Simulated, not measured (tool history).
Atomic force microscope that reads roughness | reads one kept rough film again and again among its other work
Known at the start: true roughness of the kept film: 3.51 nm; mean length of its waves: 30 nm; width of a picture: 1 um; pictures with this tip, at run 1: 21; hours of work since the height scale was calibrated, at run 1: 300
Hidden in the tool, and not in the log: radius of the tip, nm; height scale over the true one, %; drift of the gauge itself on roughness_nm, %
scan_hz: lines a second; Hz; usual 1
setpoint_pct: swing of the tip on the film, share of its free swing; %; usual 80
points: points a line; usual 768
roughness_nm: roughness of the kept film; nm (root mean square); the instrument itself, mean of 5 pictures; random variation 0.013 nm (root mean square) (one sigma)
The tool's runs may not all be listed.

run  hour  scan_hz  setpoint_pct  points  pictures with this tip  hours of work since the height scale was calibrated  roughness_nm
  1     0        1            80     768                      21                                                  300         3.094
  2  23.8        1            80     768                      46                                                  312         3.063
  3  39.1        1            80     768                      62                                                  320         3.064
  4    51        1            80     768                      74                                                  326          3.07
  5  70.6        1            80     768                      95                                                  335          3.07
  6  87.2        1            80     768                     112                                                  343          3.07

Forecast run 7:
  7  109.7     3.25            85     768                     136                                                  354             ?

Run 7 gave roughness_nm 2.597 nm (root mean square).
Without the tool's hidden state the same run would have given roughness_nm 2.6 nm (root mean square).

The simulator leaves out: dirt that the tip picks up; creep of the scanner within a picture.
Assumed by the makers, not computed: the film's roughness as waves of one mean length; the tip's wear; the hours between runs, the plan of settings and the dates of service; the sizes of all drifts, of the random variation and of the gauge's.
